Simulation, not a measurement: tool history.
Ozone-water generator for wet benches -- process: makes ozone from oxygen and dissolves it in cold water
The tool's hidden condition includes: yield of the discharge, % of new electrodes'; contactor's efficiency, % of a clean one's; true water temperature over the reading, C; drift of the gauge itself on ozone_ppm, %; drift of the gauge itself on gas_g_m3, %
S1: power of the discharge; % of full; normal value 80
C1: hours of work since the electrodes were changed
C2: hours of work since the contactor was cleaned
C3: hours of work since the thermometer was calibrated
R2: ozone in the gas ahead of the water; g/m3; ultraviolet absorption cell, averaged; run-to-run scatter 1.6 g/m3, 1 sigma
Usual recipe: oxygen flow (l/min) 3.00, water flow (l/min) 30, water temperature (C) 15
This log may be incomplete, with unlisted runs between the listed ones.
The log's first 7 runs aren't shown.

run 8 hour=253.7 | S1=80 oxygen_flow_(l/min)=3.00 water_flow_(l/min)=30 water_temperature_(C)=15 | C1=340 C2=4974 C3=713 | dissolved_ozone_(ppm)=18.2 R2=297.4
run 9 hour=292.4 | S1=80 oxygen_flow_(l/min)=3.00 water_flow_(l/min)=30 water_temperature_(C)=15 | C1=377 C2=5011 C3=749 | dissolved_ozone_(ppm)=18.3 R2=298.8
run 10 hour=336.2 | S1=86 oxygen_flow_(l/min)=3.00 water_flow_(l/min)=30 water_temperature_(C)=15 | C1=418 C2=5052 C3=790 | dissolved_ozone_(ppm)=19.5 R2=312.2
run 11 hour=368.0 | S1=86 oxygen_flow_(l/min)=3.00 water_flow_(l/min)=30 water_temperature_(C)=15 | C1=448 C2=5082 C3=820 | dissolved_ozone_(ppm)=19.1 R2=312.1
-- hour=375.1 contactor cleaned
run 12 hour=422.0 | S1=86 oxygen_flow_(l/min)=3.00 water_flow_(l/min)=30 water_temperature_(C)=15 | C1=495 C2=44 C3=867 | dissolved_ozone_(ppm)=18.8 R2=309.7
run 13 hour=455.5 | S1=86 oxygen_flow_(l/min)=3.00 water_flow_(l/min)=30 water_temperature_(C)=18 | C1=526 C2=76 C3=899 | dissolved_ozone_(ppm)=18.3 R2=313.0
-- hour=501.4 contactor cleaned, once more
run 14 hour=513.8 | S1=86 oxygen_flow_(l/min)=3.00 water_flow_(l/min)=30 water_temperature_(C)=18 | C1=577 C2=12 C3=950 | dissolved_ozone_(ppm)=19.9 R2=311.4
run 15 hour=546.8 | S1=86 oxygen_flow_(l/min)=3.00 water_flow_(l/min)=30 water_temperature_(C)=18 | C1=608 C2=43 C3=981 | dissolved_ozone_(ppm)=19.8 R2=310.4
run 16 hour=588.4 | S1=86 oxygen_flow_(l/min)=3.00 water_flow_(l/min)=30 water_temperature_(C)=22 | C1=647 C2=82 C3=1020 | dissolved_ozone_(ppm)=19.1 R2=309.5
run 17 hour=614.8 | S1=86 oxygen_flow_(l/min)=3.00 water_flow_(l/min)=30 water_temperature_(C)=22 | C1=672 C2=107 C3=1044 | dissolved_ozone_(ppm)=19.1 R2=308.3
run 18 hour=651.7 | S1=80 oxygen_flow_(l/min)=3.09 water_flow_(l/min)=29 water_temperature_(C)=12 | C1=707 C2=141 C3=1079 | dissolved_ozone_(ppm)=20.2 R2=289.4
run 19 hour=699.5 | S1=80 oxygen_flow_(l/min)=2.97 water_flow_(l/min)=19 water_temperature_(C)=22 | C1=752 C2=186 C3=1124 | dissolved_ozone_(ppm)=26.3 R2=298.6
run 20 hour=728.2 | S1=52 oxygen_flow_(l/min)=3.00 water_flow_(l/min)=26 water_temperature_(C)=15 | C1=779 C2=213 C3=1151 | dissolved_ozone_(ppm)=16.3 R2=218.2
run 21 hour=772.6 | S1=49 oxygen_flow_(l/min)=3.97 water_flow_(l/min)=20 water_temperature_(C)=10 | C1=820 C2=255 C3=1193 | dissolved_ozone_(ppm)=20.5 R2=176.8
run 22 hour=823.1 | S1=80 oxygen_flow_(l/min)=4.83 water_flow_(l/min)=30 water_temperature_(C)=14 | C1=868 C2=302 C3=1240 | dissolved_ozone_(ppm)=20.1 R2=216.9
run 23 hour=859.9 | S1=61 oxygen_flow_(l/min)=3.27 water_flow_(l/min)=23 water_temperature_(C)=8 | C1=902 C2=337 C3=1275 | dissolved_ozone_(ppm)=21.4 R2=228.0
run 24 hour=882.6 | S1=54 oxygen_flow_(l/min)=4.56 water_flow_(l/min)=37 water_temperature_(C)=9 | C1=924 C2=358 C3=1296 | dissolved_ozone_(ppm)=13.4 R2=172.6
run 25 hour=915.6 | S1=54 oxygen_flow_(l/min)=4.48 water_flow_(l/min)=37 water_temperature_(C)=14 | C1=955 C2=389 C3=1327 | dissolved_ozone_(ppm)=13.0 R2=173.5
run 26 hour=948.2 | S1=54 oxygen_flow_(l/min)=4.48 water_flow_(l/min)=37 water_temperature_(C)=14 | C1=985 C2=420 C3=1358 | dissolved_ozone_(ppm)=12.7 R2=171.8
run 27 hour=1002.9 | S1=98 oxygen_flow_(l/min)=3.00 water_flow_(l/min)=30 water_temperature_(C)=21 | C1=1037 C2=471 C3=1409 | dissolved_ozone_(ppm)=20.8 R2=338.4
run 28 hour=1057.5 | S1=80 oxygen_flow_(l/min)=1.94 water_flow_(l/min)=30 water_temperature_(C)=13 | C1=1088 C2=522 C3=1460 | dissolved_ozone_(ppm)=18.0 R2=387.0
run 29 hour=1101.2 | S1=80 oxygen_flow_(l/min)=1.94 water_flow_(l/min)=30 water_temperature_(C)=13 | C1=1129 C2=564 C3=1501 | dissolved_ozone_(ppm)=17.8 R2=389.9
run 30 hour=1135.1 | S1=80 oxygen_flow_(l/min)=1.85 water_flow_(l/min)=39 water_temperature_(C)=7 | C1=1161 C2=595 C3=1533 | dissolved_ozone_(ppm)=13.6 R2=399.9
run 31 hour=1176.2 | S1=80 oxygen_flow_(l/min)=3.23 water_flow_(l/min)=24 water_temperature_(C)=8 | C1=1200 C2=634 C3=1572 | dissolved_ozone_(ppm)=24.7 R2=277.9
run 32 hour=1225.4 | S1=93 oxygen_flow_(l/min)=3.74 water_flow_(l/min)=24 water_temperature_(C)=14 | C1=1246 C2=680 C3=1618 | dissolved_ozone_(ppm)=26.0 R2=282.0

3 ways to go on from here, each from the tool as it stands after run 32. What would each give?
run A hour=1260.3 | S1=51 oxygen_flow_(l/min)=2.44 water_flow_(l/min)=47 water_temperature_(C)=15 | C1=1279 C2=713 C3=1651 | dissolved_ozone_(ppm)=? R2=?
run B hour=1260.3 | S1=55 oxygen_flow_(l/min)=2.15 water_flow_(l/min)=24 water_temperature_(C)=14 | C1=1279 C2=713 C3=1651 | dissolved_ozone_(ppm)=? R2=?
run C hour=1260.3 | S1=93 oxygen_flow_(l/min)=3.74 water_flow_(l/min)=38 water_temperature_(C)=14 | C1=1279 C2=713 C3=1651 | dissolved_ozone_(ppm)=? R2=?

run=A dissolved_ozone_(ppm)=8.7 R2=248.1
run=B dissolved_ozone_(ppm)=17.2 R2=280.2
run=C dissolved_ozone_(ppm)=17.5 R2=281.0
Without the tool's unlogged condition, the same runs would have read:
run=A dissolved_ozone_(ppm)=8.9 R2=251.3
run=B dissolved_ozone_(ppm)=17.6 R2=283.9
run=C dissolved_ozone_(ppm)=18.1 R2=286.4

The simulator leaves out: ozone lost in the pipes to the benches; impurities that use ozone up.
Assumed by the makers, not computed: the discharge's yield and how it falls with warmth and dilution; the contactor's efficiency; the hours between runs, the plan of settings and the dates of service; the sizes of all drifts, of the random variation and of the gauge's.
